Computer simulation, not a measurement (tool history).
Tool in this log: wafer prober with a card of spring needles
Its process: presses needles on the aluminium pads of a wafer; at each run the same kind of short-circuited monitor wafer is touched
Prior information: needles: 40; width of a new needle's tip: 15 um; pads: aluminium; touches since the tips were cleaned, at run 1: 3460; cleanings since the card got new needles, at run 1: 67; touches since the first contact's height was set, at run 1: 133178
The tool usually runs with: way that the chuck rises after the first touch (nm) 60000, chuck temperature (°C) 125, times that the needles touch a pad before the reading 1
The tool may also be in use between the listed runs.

run,hour,way that the chuck rises after the first touch (nm),chuck temperature (°C),times that the needles touch a pad before the reading,touches since the tips were cleaned,cleanings since the card got new needles,touches since the first contact's height was set,resistance of one needle with its contact and lead (mohm),way that a needle slides on the pad (nm)
1,0,60000,125,1,3460,67,133178,299,7230
# hour 1.6: tips cleaned on abrasive film
# hour 9.3: tips cleaned on abrasive film
# hour 16.9: tips cleaned on abrasive film
# hour 23: tips cleaned on abrasive film
2,23.1,60000,125,1,7,71,149269,249,7220
# hour 29.3: tips cleaned on abrasive film
# hour 36.9: tips cleaned on abrasive film
# hour 44.6: tips cleaned on abrasive film
# hour 52.2: tips cleaned on abrasive film
# hour 59.9: tips cleaned on abrasive film
3,60.1,60000,125,1,192,76,175251,253,7220
# hour 66.3: tips cleaned on abrasive film
# hour 72.4: tips cleaned on abrasive film
# hour 80.1: tips cleaned on abrasive film
# hour 87.7: tips cleaned on abrasive film
# hour 95.4: tips cleaned on abrasive film
4,98.3,60000,125,1,2066,81,201972,284,7180
# hour 102.9: tips cleaned on abrasive film
# hour 110.6: tips cleaned on abrasive film
# hour 116.7: tips cleaned on abrasive film
# hour 120: height of the first contact set anew
5,120.4,60000,125,1,2402,84,258,284,7430
# hour 123.5: tips cleaned on abrasive film
# hour 129.6: tips cleaned on abrasive film
# hour 137.3: tips cleaned on abrasive film
# hour 143.4: tips cleaned on abrasive film
6,146.5,60000,125,1,2177,88,18518,279,7400
# hour 149.7: tips cleaned on abrasive film
# hour 157.3: tips cleaned on abrasive film
# hour 165: tips cleaned on abrasive film
# hour 172.6: tips cleaned on abrasive film
# hour 180.2: tips cleaned on abrasive film
7,181.3,60000,125,1,741,93,42874,261,7400
# hour 187.4: tips cleaned on abrasive film
# hour 195.1: tips cleaned on abrasive film
# hour 202.7: tips cleaned on abrasive film
8,204.4,60000,125,1,1187,96,59070,268,7390
# hour 209: tips cleaned on abrasive film
# hour 216.7: tips cleaned on abrasive film
# hour 222.8: tips cleaned on abrasive film
# hour 230.5: tips cleaned on abrasive film
9,232.7,60000,125,1,1585,100,78880,281,7370
# hour 237.3: tips cleaned on abrasive film
# hour 245: tips cleaned on abrasive film
# hour 252.6: tips cleaned on abrasive film
# hour 260.3: tips cleaned on abrasive film
# hour 267.9: tips cleaned on abrasive film
10,273.2,60000,125,1,3728,105,107264,298,7290
# hour 274.8: tips cleaned on abrasive film
# hour 282.4: tips cleaned on abrasive film
# hour 290.1: tips cleaned on abrasive film
# hour 297.7: tips cleaned on abrasive film
# hour 304: tips cleaned on abrasive film
11,304,47000,125,1,0,110,128773,254,5570
# hour 310.1: tips cleaned on abrasive film
# hour 317.8: tips cleaned on abrasive film
# hour 325.4: tips cleaned on abrasive film
# hour 333.1: tips cleaned on abrasive film
# hour 340.7: tips cleaned on abrasive film
# hour 348.4: tips cleaned on abrasive film
12,353.1,47000,125,1,3402,116,163274,341,5610
# hour 354.8: tips cleaned on abrasive film
# hour 362.4: tips cleaned on abrasive film
# hour 370.1: tips cleaned on abrasive film
# hour 377.7: tips cleaned on abrasive film
# hour 385.4: tips cleaned on abrasive film
# hour 393: tips cleaned on abrasive film
# hour 399.1: tips cleaned on abrasive film
13,404.3,47000,125,1,3677,123,199114,350,5580
# hour 405.9: tips cleaned on abrasive film
# hour 413.6: tips cleaned on abrasive film
# hour 419.7: tips cleaned on abrasive film
# hour 427.4: tips cleaned on abrasive film
14,427.5,60000,119,2,96,127,215292,241,7110
# hour 429.3: height of the first contact set anew
# hour 433.9: tips cleaned on abrasive film
# hour 441.6: tips cleaned on abrasive film
# hour 449.1: tips cleaned on abrasive film
15,449.1,45000,125,2,0,130,13850,254,5570
# hour 456.8: tips cleaned on abrasive film
# hour 464.4: tips cleaned on abrasive film
# hour 472.1: tips cleaned on abrasive film
# hour 479.7: tips cleaned on abrasive film
# hour 485.9: tips cleaned on abrasive film
16,485.9,45000,102,2,0,135,39629,245,5510
# hour 493.6: tips cleaned on abrasive film
# hour 499.7: tips cleaned on abrasive film
# hour 507.4: tips cleaned on abrasive film
# hour 515: tips cleaned on abrasive film
# hour 522.7: tips cleaned on abrasive film
# hour 530.3: tips cleaned on abrasive film
# hour 537.9: tips cleaned on abrasive film
17,537.9,77000,102,2,0,142,76028,238,9380
# hour 545.5: tips cleaned on abrasive film
# hour 553.2: tips cleaned on abrasive film
# hour 560.8: tips cleaned on abrasive film
# hour 567.7: tips cleaned on abrasive film
18,567.7,48000,82,2,0,146,96892,238,5800
# hour 573.8: tips cleaned on abrasive film
# hour 581.5: tips cleaned on abrasive film
# hour 589.1: tips cleaned on abrasive film
# hour 596.7: tips cleaned on abrasive film
19,601.1,48000,123,2,3074,150,120336,294,5780
# hour 604.2: tips cleaned on abrasive film
# hour 610.3: tips cleaned on abrasive film
# hour 618: tips cleaned on abrasive film
# hour 625.6: tips cleaned on abrasive film
# hour 631.8: tips cleaned on abrasive film
# hour 639.4: tips cleaned on abrasive film
# hour 645.6: tips cleaned on abrasive film
20,650.6,45000,65,2,3597,157,155023,299,5340
# hour 652.2: tips cleaned on abrasive film
# hour 658.4: tips cleaned on abrasive film
# hour 666: tips cleaned on abrasive film
# hour 673.7: tips cleaned on abrasive film
# hour 681.3: tips cleaned on abrasive film
# hour 689: tips cleaned on abrasive film
# hour 696.6: tips cleaned on abrasive film
21,700.1,60000,36,2,2478,164,189662,257,7130
# hour 703.2: tips cleaned on abrasive film
# hour 710.9: tips cleaned on abrasive film
# hour 718.5: tips cleaned on abrasive film
# hour 726.2: tips cleaned on abrasive film
# hour 733.8: tips cleaned on abrasive film
# hour 738.7: height of the first contact set anew
# hour 741.8: tips cleaned on abrasive film
# hour 748.3: tips cleaned on abrasive film
22,748.3,68000,112,1,0,171,6678,247,8420
# hour 755.9: tips cleaned on abrasive film
# hour 763.6: tips cleaned on abrasive film
# hour 771.2: tips cleaned on abrasive film
# hour 778.8: tips cleaned on abrasive film
# hour 785: tips cleaned on abrasive film
23,789.7,68000,112,1,3356,176,35761,289,8340

Predict each of these 4 candidate next runs independently; none follows another, all start after run 23:
# hour 791.3: tips cleaned on abrasive film
# hour 799: tips cleaned on abrasive film
# hour 805.1: tips cleaned on abrasive film
# hour 812.8: tips cleaned on abrasive film
A,818.4,60000,125,2,3972,180,55814,?,?
# hour 791.3: tips cleaned on abrasive film
# hour 799: tips cleaned on abrasive film
# hour 805.1: tips cleaned on abrasive film
# hour 812.8: tips cleaned on abrasive film
B,818.4,60000,34,1,3972,180,55814,?,?
# hour 791.3: tips cleaned on abrasive film
# hour 799: tips cleaned on abrasive film
# hour 805.1: tips cleaned on abrasive film
# hour 812.8: tips cleaned on abrasive film
C,818.4,59000,125,1,3972,180,55814,?,?
# hour 791.3: tips cleaned on abrasive film
# hour 799: tips cleaned on abrasive film
# hour 805.1: tips cleaned on abrasive film
# hour 812.8: tips cleaned on abrasive film
D,818.4,44000,67,2,3972,180,55814,?,?

run,resistance of one needle with its contact and lead (mohm),way that a needle slides on the pad (nm)
A,284,7380
B,301,7370
C,317,7240
D,312,5400
Without the tool's unlogged condition, the same runs would have read:
run,resistance of one needle with its contact and lead (mohm),way that a needle slides on the pad (nm)
A,242,7480
B,221,7460
C,245,7330
D,232,5490
